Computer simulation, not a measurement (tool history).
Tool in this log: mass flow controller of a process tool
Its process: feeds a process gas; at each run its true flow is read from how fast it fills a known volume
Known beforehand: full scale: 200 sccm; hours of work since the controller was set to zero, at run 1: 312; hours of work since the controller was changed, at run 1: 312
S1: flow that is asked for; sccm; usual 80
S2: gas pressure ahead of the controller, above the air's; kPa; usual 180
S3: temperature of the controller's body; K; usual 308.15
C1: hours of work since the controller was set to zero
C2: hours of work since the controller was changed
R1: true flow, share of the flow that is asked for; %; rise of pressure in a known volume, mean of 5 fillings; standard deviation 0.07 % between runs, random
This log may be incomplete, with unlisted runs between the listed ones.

{"run": 1, "hour": 0.0, "S1": 80, "S2": 180, "S3": 308.15, "C1": 312, "C2": 312, "R1": 97.63}
{"run": 2, "hour": 66.0, "S1": 80, "S2": 180, "S3": 308.15, "C1": 335, "C2": 335, "R1": 97.5}
{"run": 3, "hour": 158.3, "S1": 80, "S2": 180, "S3": 308.15, "C1": 368, "C2": 368, "R1": 97.57}
{"run": 4, "hour": 221.0, "S1": 33, "S2": 180, "S3": 308.15, "C1": 390, "C2": 390, "R1": 96.81}
{"run": 5, "hour": 319.5, "S1": 80, "S2": 196, "S3": 308.15, "C1": 425, "C2": 425, "R1": 97.66}
{"run": 6, "hour": 369.2, "S1": 80, "S2": 177, "S3": 308.15, "C1": 443, "C2": 443, "R1": 97.54}
{"run": 7, "hour": 484.8, "S1": 80, "S2": 177, "S3": 308.15, "C1": 484, "C2": 484, "R1": 97.44}
{"run": 8, "hour": 585.9, "S1": 174, "S2": 177, "S3": 308.15, "C1": 519, "C2": 519, "R1": 98.51}
{"run": 9, "hour": 700.3, "S1": 174, "S2": 177, "S3": 308.15, "C1": 560, "C2": 560, "R1": 98.51}
{"run": 10, "hour": 804.0, "S1": 174, "S2": 177, "S3": 308.15, "C1": 597, "C2": 597, "R1": 98.48}
{"hour": 814.0, "done": "controller's zero set anew"}
{"run": 11, "hour": 870.1, "S1": 174, "S2": 177, "S3": 308.15, "C1": 20, "C2": 620, "R1": 98.44}
{"run": 12, "hour": 981.9, "S1": 122, "S2": 180, "S3": 310.15, "C1": 60, "C2": 660, "R1": 97.71}
{"run": 13, "hour": 1030.6, "S1": 122, "S2": 180, "S3": 310.15, "C1": 77, "C2": 677, "R1": 97.7}
{"run": 14, "hour": 1112.3, "S1": 80, "S2": 179, "S3": 296.15, "C1": 106, "C2": 706, "R1": 97.97}
{"run": 15, "hour": 1184.3, "S1": 80, "S2": 231, "S3": 304.15, "C1": 131, "C2": 732, "R1": 97.73}
{"hour": 1280.8, "done": "controller's zero set anew, once more"}
{"run": 16, "hour": 1291.5, "S1": 126, "S2": 201, "S3": 309.15, "C1": 4, "C2": 769, "R1": 98.16}
{"run": 17, "hour": 1403.1, "S1": 32, "S2": 180, "S3": 308.15, "C1": 43, "C2": 809, "R1": 96.72}
{"run": 18, "hour": 1499.7, "S1": 80, "S2": 191, "S3": 293.15, "C1": 78, "C2": 843, "R1": 98.42}
{"run": 19, "hour": 1592.5, "S1": 48, "S2": 195, "S3": 294.15, "C1": 111, "C2": 876, "R1": 97.9}

Run 20 comes next. What will it give?
{"run": 20, "hour": 1676.7, "S1": 180, "S2": 168, "S3": 311.15, "C1": 140, "C2": 906, "R1": "?"}

R1: 98.37 %
On a tool with no hidden condition, and with the same random variation, this run would have come out at R1 98.93 %.
